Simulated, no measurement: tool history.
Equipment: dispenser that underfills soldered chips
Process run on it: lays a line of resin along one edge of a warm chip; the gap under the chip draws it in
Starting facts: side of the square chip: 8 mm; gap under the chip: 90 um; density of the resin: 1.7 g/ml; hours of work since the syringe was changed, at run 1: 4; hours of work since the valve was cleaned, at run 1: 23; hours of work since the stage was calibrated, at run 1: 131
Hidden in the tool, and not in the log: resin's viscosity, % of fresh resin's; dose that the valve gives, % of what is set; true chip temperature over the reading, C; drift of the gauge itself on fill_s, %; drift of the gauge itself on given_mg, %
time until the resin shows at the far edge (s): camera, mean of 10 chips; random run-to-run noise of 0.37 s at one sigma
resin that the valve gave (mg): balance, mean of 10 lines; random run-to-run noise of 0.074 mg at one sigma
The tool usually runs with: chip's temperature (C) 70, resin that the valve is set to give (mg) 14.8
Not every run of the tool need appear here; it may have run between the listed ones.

| run | hour | chip's temperature (C) | resin that the valve is set to give (mg) | hours of work since the syringe was changed | hours of work since the valve was cleaned | hours of work since the stage was calibrated | time until the resin shows at the far edge (s) | resin that the valve gave (mg) |
|---|---|---|---|---|---|---|---|---|
| 1 | 0 | 70 | 14.8 | 4 | 23 | 131 | 25.3 | 14.52 |
| 2 | 2.6 | 70 | 14.8 | 6 | 25 | 133 | 27.5 | 14.5 |
|  | 3.9 | new syringe of resin |
| 3 | 6.7 | 70 | 14.8 | 2 | 27 | 136 | 24.5 | 14.62 |
| 4 | 12.2 | 70 | 14.8 | 6 | 32 | 140 | 27.9 | 14.5 |
|  | 13 | new syringe of resin |
| 5 | 15.1 | 70 | 16.2 | 2 | 34 | 142 | 24.3 | 15.76 |
| 6 | 17.9 | 70 | 14.8 | 4 | 36 | 144 | 26 | 14.54 |
|  | 21.7 | new syringe of resin |
| 7 | 23.3 | 70 | 14.8 | 1 | 40 | 148 | 23.8 | 14.3 |
| 8 | 28.8 | 70 | 14.8 | 5 | 44 | 152 | 27 | 14.39 |
|  | 30.4 | new syringe of resin |
| 9 | 34.5 | 70 | 14.8 | 3 | 48 | 157 | 25.4 | 14.37 |
| 10 | 38.2 | 70 | 16.5 | 6 | 51 | 159 | 27.1 | 15.97 |
|  | 39.2 | new syringe of resin |
| 11 | 43.5 | 57 | 17.3 | 3 | 54 | 163 | 43.3 | 16.67 |
| 12 | 47.3 | 73 | 17.9 | 6 | 57 | 166 | 24.1 | 17.25 |
|  | 47.9 | new syringe of resin |
| 13 | 52.7 | 62 | 14.7 | 4 | 61 | 170 | 37.2 | 14.14 |
|  | 56.7 | new syringe of resin |
| 14 | 58.6 | 62 | 14.7 | 1 | 66 | 174 | 33.2 | 14.14 |
| 15 | 62.9 | 62 | 14.7 | 5 | 69 | 177 | 37 | 14.14 |
|  | 65.7 | new syringe of resin |
| 16 | 65.9 | 62 | 14.7 | 0 | 71 | 179 | 32.2 | 13.96 |
| 17 | 70.2 | 56 | 13.9 | 3 | 74 | 183 | 48.7 | 13.17 |
| 18 | 72.6 | 56 | 13.9 | 5 | 76 | 185 | 52.2 | 13.38 |
|  | 74.3 | new syringe of resin |
| 19 | 76.8 | 67 | 19 | 2 | 79 | 188 | 27.5 | 18.1 |
| 20 | 81.4 | 67 | 19 | 5 | 82 | 191 | 31.1 | 18.17 |

3 options for the next run, each taken on its own from the tool as it stands now. Forecast them:
|  | 83.2 | new syringe of resin |
| A | 85.4 | 85 | 15.9 | 2 | 85 | 194 | ? | ? |
|  | 83.2 | new syringe of resin |
| B | 85.4 | 57 | 19 | 2 | 85 | 194 | ? | ? |
|  | 83.2 | new syringe of resin |
| C | 85.4 | 75 | 15.2 | 2 | 85 | 194 | ? | ? |

| run | time until the resin shows at the far edge (s) | resin that the valve gave (mg) |
|---|---|---|
| A | 13.1 | 15.08 |
| B | 39.8 | 17.92 |
| C | 19 | 14.4 |
Had the tool no hidden state, the same runs would have come out as:
| run | time until the resin shows at the far edge (s) | resin that the valve gave (mg) |
|---|---|---|
| A | 12 | 15.89 |
| B | 36.4 | 18.88 |
| C | 17.4 | 15.18 |
